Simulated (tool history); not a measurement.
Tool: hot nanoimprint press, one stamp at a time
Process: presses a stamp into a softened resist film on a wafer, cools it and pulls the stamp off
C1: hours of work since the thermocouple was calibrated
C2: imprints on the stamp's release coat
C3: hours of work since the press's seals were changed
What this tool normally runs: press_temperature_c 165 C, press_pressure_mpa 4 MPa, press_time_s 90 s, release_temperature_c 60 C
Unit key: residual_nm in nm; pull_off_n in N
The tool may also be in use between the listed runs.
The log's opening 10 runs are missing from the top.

Run 11, hour 247.8: usual settings but press_temperature_c 164 C; C1 318; C2 412; C3 29. Result: residual_nm 220.5 nm, pull_off_n 201 N.
Run 12, hour 264.3: usual settings; C1 327; C2 457; C3 38. Result: residual_nm 211.1 nm, pull_off_n 198 N.
Run 13, hour 282.2: usual settings; C1 336; C2 507; C3 47. Result: residual_nm 214.1 nm, pull_off_n 208 N.
Run 14, hour 307.8: usual settings; C1 350; C2 578; C3 61. Result: residual_nm 212.3 nm, pull_off_n 203 N.
Run 15, hour 334.8: usual settings; C1 364; C2 652; C3 75. Result: residual_nm 211.9 nm, pull_off_n 207 N.
Run 16, hour 354.1: usual settings; C1 374; C2 706; C3 85. Result: residual_nm 213.8 nm, pull_off_n 207 N.
Run 17, hour 375.8: usual settings but press_temperature_c 164 C, press_pressure_mpa 3.93 MPa, release_temperature_c 64 C; C1 386; C2 766; C3 97. Result: residual_nm 223.4 nm, pull_off_n 207 N.
Run 18, hour 397.3: usual settings but press_temperature_c 164 C, press_pressure_mpa 3.93 MPa, release_temperature_c 64 C; C1 397; C2 826; C3 108. Result: residual_nm 224.9 nm, pull_off_n 207 N.
At hour 410: plate thermocouple calibrated.
Run 19, hour 420: usual settings but press_pressure_mpa 2.55 MPa, press_time_s 58 s; C1 5; C2 881; C3 118. Result: residual_nm 278.2 nm, pull_off_n 207 N.
Run 20, hour 433.5: usual settings but press_pressure_mpa 2.55 MPa, press_time_s 58 s; C1 12; C2 918; C3 125. Result: residual_nm 278.4 nm, pull_off_n 215 N.
Run 21, hour 455.7: usual settings but press_pressure_mpa 2.67 MPa, press_time_s 133 s; C1 24; C2 980; C3 137. Result: residual_nm 230 nm, pull_off_n 226 N.
Run 22, hour 472.7: usual settings but press_pressure_mpa 2.67 MPa, press_time_s 133 s; C1 33; C2 1027; C3 146. Result: residual_nm 230.9 nm, pull_off_n 217 N.
Run 23, hour 487.6: usual settings but press_pressure_mpa 2.67 MPa, press_time_s 133 s; C1 41; C2 1068; C3 154. Result: residual_nm 228.9 nm, pull_off_n 219 N.

Estimate the outcome of run 24 from the log above:
Run 24, hour 504.9: usual settings but press_pressure_mpa 2.67 MPa, press_time_s 133 s; C1 50; C2 1116; C3 163. Result: residual_nm ?, pull_off_n ?.

{"run 24": {"residual_nm": 231.5, "pull_off_n": 222}}
With the hidden condition absent and the run-to-run variation left alone, this run would have shown residual_nm 214.2 nm, pull_off_n 190 N.
